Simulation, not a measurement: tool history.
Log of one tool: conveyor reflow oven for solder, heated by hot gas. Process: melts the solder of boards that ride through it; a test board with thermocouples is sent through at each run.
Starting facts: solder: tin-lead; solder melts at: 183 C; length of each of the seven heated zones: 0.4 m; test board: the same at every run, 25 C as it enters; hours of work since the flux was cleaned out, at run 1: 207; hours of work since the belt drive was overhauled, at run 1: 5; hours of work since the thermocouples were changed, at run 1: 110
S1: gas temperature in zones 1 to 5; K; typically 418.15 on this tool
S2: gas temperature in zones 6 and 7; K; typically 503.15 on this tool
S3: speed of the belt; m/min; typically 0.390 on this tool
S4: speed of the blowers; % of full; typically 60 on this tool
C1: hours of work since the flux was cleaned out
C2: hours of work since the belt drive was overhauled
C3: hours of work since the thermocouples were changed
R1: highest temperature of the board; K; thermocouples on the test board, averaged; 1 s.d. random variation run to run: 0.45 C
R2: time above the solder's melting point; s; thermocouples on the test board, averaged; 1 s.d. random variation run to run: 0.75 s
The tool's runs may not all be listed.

run,hour,S1,S2,S3,S4,C1,C2,C3,R1,R2
1,0.0,418.15,503.15,0.390,60,207,5,110,486.35,89.8
2,21.9,418.15,503.15,0.390,60,222,20,125,485.95,90.1
3,44.3,418.15,503.15,0.390,60,237,35,140,485.75,89.0
4,73.3,418.15,503.15,0.390,60,257,55,160,485.35,89.2
5,103.2,418.15,503.15,0.390,60,277,75,180,485.45,89.0
6,126.2,429.15,503.15,0.390,60,293,91,196,487.85,101.0
7,160.6,429.15,503.15,0.390,60,316,114,219,487.55,101.0
8,191.3,429.15,503.15,0.390,60,337,135,240,487.45,101.8
9,217.0,429.15,503.15,0.390,60,355,153,257,487.85,99.8
10,238.3,429.15,514.15,0.390,60,369,167,272,496.25,109.9
11,274.1,418.15,502.15,0.390,60,393,191,296,484.25,87.7
12,302.6,418.15,495.15,0.390,60,413,211,315,478.15,77.0
13,336.1,418.15,497.15,0.390,60,435,233,338,479.65,78.9
# hour 363.6: flux residue cleaned out of gas plates and filters
14,367.6,418.15,503.15,0.390,60,3,251,356,485.55,92.3
15,395.4,407.15,503.15,0.390,60,22,270,375,484.45,82.7
16,410.3,404.15,503.15,0.425,56,32,280,385,479.45,64.1
17,427.7,404.15,503.15,0.425,56,44,292,397,479.75,64.4
18,452.2,404.15,503.15,0.425,56,60,309,414,478.95,63.0
19,471.6,429.15,503.15,0.390,77,73,322,427,491.95,107.5
20,503.3,429.15,503.15,0.390,77,95,343,448,491.35,106.6
21,525.0,429.15,503.15,0.390,77,110,358,463,490.75,107.2
22,545.8,429.15,503.15,0.390,77,124,372,477,490.85,107.1
23,577.0,429.15,503.15,0.390,77,145,393,498,491.15,107.1
24,598.1,422.15,503.15,0.337,77,159,408,513,492.55,123.0
25,630.8,422.15,503.15,0.337,77,181,430,535,492.75,122.8
26,664.0,422.15,503.15,0.337,77,204,452,557,492.95,121.8
27,691.2,422.15,503.15,0.337,77,222,471,576,492.65,121.3
28,719.0,403.15,507.15,0.427,60,241,490,595,482.45,67.8
29,742.5,413.15,503.15,0.434,60,257,506,611,480.25,69.5
30,767.5,418.15,511.15,0.417,60,274,523,627,488.35,88.3

Below are 3 alternative next runs, each starting from the tool's condition after run 30. Predict each:
A,789.9,418.15,503.15,0.434,60,289,538,643,?,?
B,789.9,418.15,496.15,0.326,60,289,538,643,?,?
C,789.9,418.15,503.15,0.390,71,289,538,643,?,?

run,R1,R2
A,480.85,73.7
B,482.25,107.8
C,486.65,95.0
Without the tool's unlogged condition, the same runs would have read:
run,R1,R2
A,484.55,78.8
B,485.65,112.9
C,490.45,99.2
